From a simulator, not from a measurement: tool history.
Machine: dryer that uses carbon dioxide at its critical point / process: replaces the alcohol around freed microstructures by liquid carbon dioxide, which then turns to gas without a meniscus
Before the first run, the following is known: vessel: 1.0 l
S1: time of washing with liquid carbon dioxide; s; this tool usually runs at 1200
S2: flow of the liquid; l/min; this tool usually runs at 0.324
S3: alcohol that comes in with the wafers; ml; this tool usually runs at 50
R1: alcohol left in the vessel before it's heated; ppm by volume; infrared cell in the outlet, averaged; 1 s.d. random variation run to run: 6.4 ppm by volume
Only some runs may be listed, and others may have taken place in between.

Run 1, hour 0: usual settings. Result: R1 338 ppm by volume.
Run 2, hour 42: usual settings. Result: R1 358 ppm by volume.
Run 3, hour 66.2: usual settings but S3 26 ml. Result: R1 231 ppm by volume.
Run 4, hour 88.6: usual settings but S3 26 ml. Result: R1 228 ppm by volume.
Run 5, hour 108.4: usual settings but S3 26 ml. Result: R1 250 ppm by volume.
Run 6, hour 145.8: usual settings but S3 26 ml. Result: R1 248 ppm by volume.
Run 7, hour 192: usual settings but S3 24 ml. Result: R1 257 ppm by volume.
Run 8, hour 225.9: usual settings. Result: R1 431 ppm by volume.
Run 9, hour 246.2: usual settings. Result: R1 445 ppm by volume.
Run 10, hour 280.4: usual settings. Result: R1 466 ppm by volume.
Run 11, hour 311.8: usual settings but S1 840 s. Result: R1 1654 ppm by volume.
Run 12, hour 356.2: usual settings. Result: R1 407 ppm by volume.
Run 13, hour 394.3: usual settings but S3 32 ml. Result: R1 318 ppm by volume.
Run 14, hour 437.6: usual settings but S3 32 ml. Result: R1 348 ppm by volume.
Run 15, hour 474.1: usual settings but S1 960 s, S3 32 ml. Result: R1 697 ppm by volume.
Run 16, hour 519.7: usual settings but S1 960 s, S3 32 ml. Result: R1 576 ppm by volume.
Run 17, hour 561.1: usual settings but S1 960 s, S3 32 ml. Result: R1 593 ppm by volume.
Run 18, hour 599.9: usual settings but S1 960 s, S3 32 ml. Result: R1 602 ppm by volume.
Run 19, hour 623.9: usual settings but S1 960 s, S2 0.199 l/min, S3 32 ml. Result: R1 2818 ppm by volume.
Run 20, hour 668.2: usual settings but S1 960 s, S2 0.199 l/min, S3 32 ml. Result: R1 2954 ppm by volume.
Run 21, hour 688.4: usual settings but S1 960 s, S2 0.199 l/min, S3 32 ml. Result: R1 2911 ppm by volume.
Run 22, hour 727.6: usual settings but S1 960 s, S2 0.199 l/min, S3 32 ml. Result: R1 2652 ppm by volume.
Run 23, hour 764.3: usual settings but S3 23 ml. Result: R1 192 ppm by volume.
Run 24, hour 791.5: usual settings but S1 780 s. Result: R1 1853 ppm by volume.
Run 25, hour 836.1: usual settings but S3 76 ml. Result: R1 553 ppm by volume.
Run 26, hour 880: usual settings but S1 1800 s, S2 0.323 l/min, S3 54 ml. Result: R1 122 ppm by volume.
Run 27, hour 902.9: usual settings but S1 1680 s, S2 0.204 l/min, S3 49 ml. Result: R1 681 ppm by volume.
Run 28, hour 932.2: usual settings but S1 1680 s, S2 0.353 l/min, S3 70 ml. Result: R1 131 ppm by volume.
Run 29, hour 968.1: usual settings but S1 1440 s, S2 0.444 l/min, S3 34 ml. Result: R1 117 ppm by volume.
Run 30, hour 1012.1: usual settings but S1 1440 s, S2 0.444 l/min, S3 34 ml. Result: R1 136 ppm by volume.
Run 31, hour 1044.2: usual settings but S1 1260 s, S2 0.349 l/min, S3 72 ml. Result: R1 385 ppm by volume.
Run 32, hour 1089.6: usual settings but S2 0.4 l/min. Result: R1 216 ppm by volume.
Run 33, hour 1119.1: usual settings but S2 0.4 l/min. Result: R1 235 ppm by volume.
Run 34, hour 1141: usual settings but S2 0.449 l/min, S3 34 ml. Result: R1 175 ppm by volume.
Run 35, hour 1188.9: usual settings but S1 1380 s. Result: R1 292 ppm by volume.
Run 36, hour 1223.9: usual settings but S1 1020 s, S3 34 ml. Result: R1 455 ppm by volume.
Run 37, hour 1257.3: usual settings but S1 1020 s, S2 0.41 l/min, S3 34 ml. Result: R1 167 ppm by volume.
Run 38, hour 1292: usual settings but S1 1020 s, S2 0.41 l/min, S3 34 ml. Result: R1 171 ppm by volume.
Run 39, hour 1321.6: usual settings but S1 1260 s, S2 0.235 l/min, S3 92 ml. Result: R1 2103 ppm by volume.
Run 40, hour 1367.4: usual settings but S1 1260 s, S2 0.371 l/min, S3 21 ml. Result: R1 96 ppm by volume.
Run 41, hour 1395.4: usual settings but S1 1260 s, S2 0.371 l/min, S3 21 ml. Result: R1 104 ppm by volume.
Run 42, hour 1420.4: usual settings but S2 0.418 l/min, S3 26 ml. Result: R1 95 ppm by volume.
Run 43, hour 1469.1: usual settings but S2 0.229 l/min, S3 37 ml. Result: R1 1053 ppm by volume.
Run 44, hour 1505: usual settings but S2 0.229 l/min, S3 37 ml. Result: R1 1051 ppm by volume.
Run 45, hour 1537: usual settings but S1 1260 s, S2 0.243 l/min. Result: R1 965 ppm by volume.
Run 46, hour 1568.3: usual settings but S3 72 ml. Result: R1 516 ppm by volume.
Run 47, hour 1602.8: usual settings but S1 780 s, S2 0.357 l/min, S3 56 ml. Result: R1 1567 ppm by volume.

Not shown: 6 entries that the log had between the listed runs. Between which runs, and how does the tool's hidden state differ before and after?
Runs 11 to 12: inlet filter changed (hour 329)
  flow that reaches the vessel past the clogged filter, %: 93.8 -> 99.4; alcohol in the recycled carbon dioxide, ppm: 120.5 -> 131.1
  difference, measured minus the result without the unlogged condition, R1: +423 -> +135 ppm by volume
Runs 15 to 16: purifier's bed changed (hour 503.1)
  flow that reaches the vessel past the clogged filter, %: 97.4 -> 96.7; alcohol in the recycled carbon dioxide, ppm: 159.4 -> 9.7
  difference, measured minus the result without the unlogged condition, R1: +207 -> +78 ppm by volume
Runs 21 to 22: inlet filter changed (hour 704.6)
  flow that reaches the vessel past the clogged filter, %: 93.9 -> 99.1; alcohol in the recycled carbon dioxide, ppm: 48.5 -> 57.7
  difference, measured minus the result without the unlogged condition, R1: +454 -> +115 ppm by volume
Runs 31 to 32: inlet filter changed (hour 1074.8)
  flow that reaches the vessel past the clogged filter, %: 93.9 -> 99.3; alcohol in the recycled carbon dioxide, ppm: 131.4 -> 141.7
  difference, measured minus the result without the unlogged condition, R1: +204 -> +140 ppm by volume
Runs 35 to 36: purifier's bed changed (hour 1213.1)
  flow that reaches the vessel past the clogged filter, %: 97.7 -> 97.2; alcohol in the recycled carbon dioxide, ppm: 163.5 -> 9.3
  difference, measured minus the result without the unlogged condition, R1: +172 -> +57 ppm by volume
Runs 42 to 43: inlet filter changed (hour 1447.4)
  flow that reaches the vessel past the clogged filter, %: 94.1 -> 99.2; alcohol in the recycled carbon dioxide, ppm: 54.4 -> 65.3
  difference, measured minus the result without the unlogged condition, R1: +64 -> +90 ppm by volume
